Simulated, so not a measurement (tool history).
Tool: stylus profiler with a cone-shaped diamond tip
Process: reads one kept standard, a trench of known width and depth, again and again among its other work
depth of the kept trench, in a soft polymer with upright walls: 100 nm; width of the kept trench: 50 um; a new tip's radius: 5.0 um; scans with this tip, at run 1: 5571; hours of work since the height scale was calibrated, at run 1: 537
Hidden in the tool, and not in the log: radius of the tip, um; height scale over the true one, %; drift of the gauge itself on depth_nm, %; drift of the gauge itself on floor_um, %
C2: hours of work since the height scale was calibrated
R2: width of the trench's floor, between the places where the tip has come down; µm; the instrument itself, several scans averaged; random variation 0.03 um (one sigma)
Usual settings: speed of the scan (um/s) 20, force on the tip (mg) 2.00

Run 1, day 0.000: usual settings; scans with this tip 5571; C2 537. Result: depth of the trench (Å) 1008.6, R2 47.91 µm.
Run 2, day 2.133: usual settings; scans with this tip 5892; C2 568. Result: depth of the trench (Å) 1009.3, R2 47.88 µm.
Run 3, day 6.117: usual settings but speed of the scan (um/s) 33; scans with this tip 6490; C2 626. Result: depth of the trench (Å) 1008.3, R2 47.77 µm.
Run 4, day 8.404: usual settings; scans with this tip 6833; C2 659. Result: depth of the trench (Å) 1008.2, R2 47.90 µm.
Run 5, day 12.458: usual settings; scans with this tip 7442; C2 718. Result: depth of the trench (Å) 1008.4, R2 47.83 µm.
Run 6, day 15.150: usual settings but force on the tip (mg) 1.10; scans with this tip 7846; C2 757. Result: depth of the trench (Å) 1005.4, R2 47.83 µm.
Run 7, day 18.071: usual settings but force on the tip (mg) 1.10; scans with this tip 8285; C2 799. Result: depth of the trench (Å) 1005.8, R2 47.73 µm.
Run 8, day 22.088: usual settings but force on the tip (mg) 1.10; scans with this tip 8888; C2 857. Result: depth of the trench (Å) 1005.7, R2 47.80 µm.
Run 9, day 25.375: usual settings but speed of the scan (um/s) 22, force on the tip (mg) 1.10; scans with this tip 9382; C2 905. Result: depth of the trench (Å) 1005.5, R2 47.80 µm.
Run 10, day 29.117: usual settings; scans with this tip 9943; C2 959. Result: depth of the trench (Å) 1009.2, R2 47.83 µm.
Run 11, day 32.279: usual settings; scans with this tip 10419; C2 1005. Result: depth of the trench (Å) 1009.0, R2 47.90 µm.
Run 12, day 35.138: usual settings but speed of the scan (um/s) 29, force on the tip (mg) 4.82; scans with this tip 10847; C2 1046. Result: depth of the trench (Å) 1015.3, R2 47.88 µm.

The next listed run, before its measurement:
At day 37.583: new tip fitted, height scale calibrated.
Run 13, day 39.442: usual settings but speed of the scan (um/s) 6, force on the tip (mg) 4.82; scans with this tip 279; C2 27. Result: depth of the trench (Å) ?, R2 ?.

{"run 13": {"depth of the trench (Å)": 1017.0, "R2": 48.03}}
Without the tool's hidden state the same run would have given depth of the trench (Å) 1017.0, R2 48.03 µm.
